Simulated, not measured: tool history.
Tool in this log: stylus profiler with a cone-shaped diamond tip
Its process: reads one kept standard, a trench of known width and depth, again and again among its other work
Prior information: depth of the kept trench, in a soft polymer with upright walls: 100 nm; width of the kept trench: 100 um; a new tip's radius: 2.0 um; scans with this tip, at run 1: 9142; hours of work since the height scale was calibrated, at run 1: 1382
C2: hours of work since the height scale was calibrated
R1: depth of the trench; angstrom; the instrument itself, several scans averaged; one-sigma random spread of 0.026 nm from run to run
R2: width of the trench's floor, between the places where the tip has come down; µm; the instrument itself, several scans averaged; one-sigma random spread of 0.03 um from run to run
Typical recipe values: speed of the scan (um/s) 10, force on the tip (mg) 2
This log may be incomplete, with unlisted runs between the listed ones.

{"run": 1, "hour": 0.0, "speed of the scan (um/s)": 10, "force on the tip (mg)": 2, "scans with this tip": 9142, "C2": 1382, "R1": 1010, "R2": 98.68}
{"run": 2, "hour": 65.7, "speed of the scan (um/s)": 10, "force on the tip (mg)": 2, "scans with this tip": 9392, "C2": 1420, "R1": 1009.6, "R2": 98.66}
{"run": 3, "hour": 101.4, "speed of the scan (um/s)": 10, "force on the tip (mg)": 2, "scans with this tip": 9528, "C2": 1440, "R1": 1009.8, "R2": 98.68}
{"run": 4, "hour": 167.4, "speed of the scan (um/s)": 10, "force on the tip (mg)": 1.11, "scans with this tip": 9779, "C2": 1478, "R1": 1007.2, "R2": 98.66}
{"run": 5, "hour": 216.3, "speed of the scan (um/s)": 10, "force on the tip (mg)": 1.11, "scans with this tip": 9965, "C2": 1506, "R1": 1006.7, "R2": 98.69}
{"run": 6, "hour": 275.0, "speed of the scan (um/s)": 10, "force on the tip (mg)": 1.11, "scans with this tip": 10188, "C2": 1540, "R1": 1006.4, "R2": 98.65}
{"run": 7, "hour": 340.2, "speed of the scan (um/s)": 10, "force on the tip (mg)": 1.11, "scans with this tip": 10436, "C2": 1577, "R1": 1006.3, "R2": 98.64}
{"run": 8, "hour": 381.6, "speed of the scan (um/s)": 10, "force on the tip (mg)": 1.11, "scans with this tip": 10593, "C2": 1601, "R1": 1006.5, "R2": 98.64}
{"run": 9, "hour": 452.6, "speed of the scan (um/s)": 10, "force on the tip (mg)": 1.11, "scans with this tip": 10863, "C2": 1642, "R1": 1006.8, "R2": 98.66}
{"run": 10, "hour": 522.2, "speed of the scan (um/s)": 10, "force on the tip (mg)": 1.11, "scans with this tip": 11128, "C2": 1682, "R1": 1007.1, "R2": 98.65}
{"run": 11, "hour": 578.1, "speed of the scan (um/s)": 10, "force on the tip (mg)": 1.11, "scans with this tip": 11341, "C2": 1714, "R1": 1006.5, "R2": 98.69}
{"run": 12, "hour": 616.1, "speed of the scan (um/s)": 10, "force on the tip (mg)": 1.11, "scans with this tip": 11485, "C2": 1736, "R1": 1006.6, "R2": 98.63}
{"run": 13, "hour": 662.2, "speed of the scan (um/s)": 8, "force on the tip (mg)": 2, "scans with this tip": 11661, "C2": 1762, "R1": 1010.1, "R2": 98.73}
{"run": 14, "hour": 694.1, "speed of the scan (um/s)": 8, "force on the tip (mg)": 2, "scans with this tip": 11782, "C2": 1781, "R1": 1009.8, "R2": 98.66}
{"hour": 714.4, "done": "height scale calibrated on a step standard"}
{"run": 15, "hour": 751.3, "speed of the scan (um/s)": 8, "force on the tip (mg)": 2, "scans with this tip": 11997, "C2": 21, "R1": 1010.4, "R2": 98.66}
{"run": 16, "hour": 818.4, "speed of the scan (um/s)": 10, "force on the tip (mg)": 2, "scans with this tip": 12253, "C2": 60, "R1": 1010.1, "R2": 98.68}
{"run": 17, "hour": 887.3, "speed of the scan (um/s)": 10, "force on the tip (mg)": 2, "scans with this tip": 12515, "C2": 99, "R1": 1009.5, "R2": 98.64}
{"run": 18, "hour": 940.6, "speed of the scan (um/s)": 3, "force on the tip (mg)": 2, "scans with this tip": 12717, "C2": 130, "R1": 1010.1, "R2": 98.68}
{"run": 19, "hour": 976.9, "speed of the scan (um/s)": 4, "force on the tip (mg)": 1.06, "scans with this tip": 12856, "C2": 151, "R1": 1006.6, "R2": 98.74}
{"run": 20, "hour": 1008.6, "speed of the scan (um/s)": 9, "force on the tip (mg)": 5.5, "scans with this tip": 12976, "C2": 169, "R1": 1019.7, "R2": 98.72}
{"run": 21, "hour": 1074.4, "speed of the scan (um/s)": 10, "force on the tip (mg)": 2.84, "scans with this tip": 13226, "C2": 207, "R1": 1012.3, "R2": 98.75}
{"run": 22, "hour": 1111.4, "speed of the scan (um/s)": 10, "force on the tip (mg)": 2.84, "scans with this tip": 13367, "C2": 228, "R1": 1012.7, "R2": 98.75}
{"run": 23, "hour": 1176.4, "speed of the scan (um/s)": 16, "force on the tip (mg)": 2, "scans with this tip": 13614, "C2": 266, "R1": 1010.1, "R2": 98.6}
{"run": 24, "hour": 1205.7, "speed of the scan (um/s)": 8, "force on the tip (mg)": 1.33, "scans with this tip": 13726, "C2": 282, "R1": 1007.6, "R2": 98.65}
{"run": 25, "hour": 1237.6, "speed of the scan (um/s)": 16, "force on the tip (mg)": 0.81, "scans with this tip": 13847, "C2": 301, "R1": 1004.9, "R2": 98.58}
{"run": 26, "hour": 1295.1, "speed of the scan (um/s)": 3, "force on the tip (mg)": 2.04, "scans with this tip": 14065, "C2": 334, "R1": 1010.1, "R2": 98.7}
{"run": 27, "hour": 1365.6, "speed of the scan (um/s)": 3, "force on the tip (mg)": 2.04, "scans with this tip": 14334, "C2": 374, "R1": 1009.8, "R2": 98.73}
{"run": 28, "hour": 1418.4, "speed of the scan (um/s)": 3, "force on the tip (mg)": 2.04, "scans with this tip": 14534, "C2": 405, "R1": 1010, "R2": 98.75}
{"run": 29, "hour": 1466.0, "speed of the scan (um/s)": 4, "force on the tip (mg)": 0.86, "scans with this tip": 14715, "C2": 432, "R1": 1005.6, "R2": 98.65}
{"run": 30, "hour": 1501.7, "speed of the scan (um/s)": 23, "force on the tip (mg)": 3.93, "scans with this tip": 14851, "C2": 453, "R1": 1015.9, "R2": 98.64}
{"run": 31, "hour": 1556.8, "speed of the scan (um/s)": 3, "force on the tip (mg)": 4.33, "scans with this tip": 15061, "C2": 484, "R1": 1016.4, "R2": 98.69}

Run 32 is up next; what results do you expect?
{"run": 32, "hour": 1603.4, "speed of the scan (um/s)": 31, "force on the tip (mg)": 3.15, "scans with this tip": 15238, "C2": 511, "R1": "?", "R2": "?"}

{"run 32": {"R1": 1013.1, "R2": 98.6}}
On a tool with no hidden condition, and with the same random variation, this run would have come out at R1 1013.2 angstrom, R2 98.61 µm.

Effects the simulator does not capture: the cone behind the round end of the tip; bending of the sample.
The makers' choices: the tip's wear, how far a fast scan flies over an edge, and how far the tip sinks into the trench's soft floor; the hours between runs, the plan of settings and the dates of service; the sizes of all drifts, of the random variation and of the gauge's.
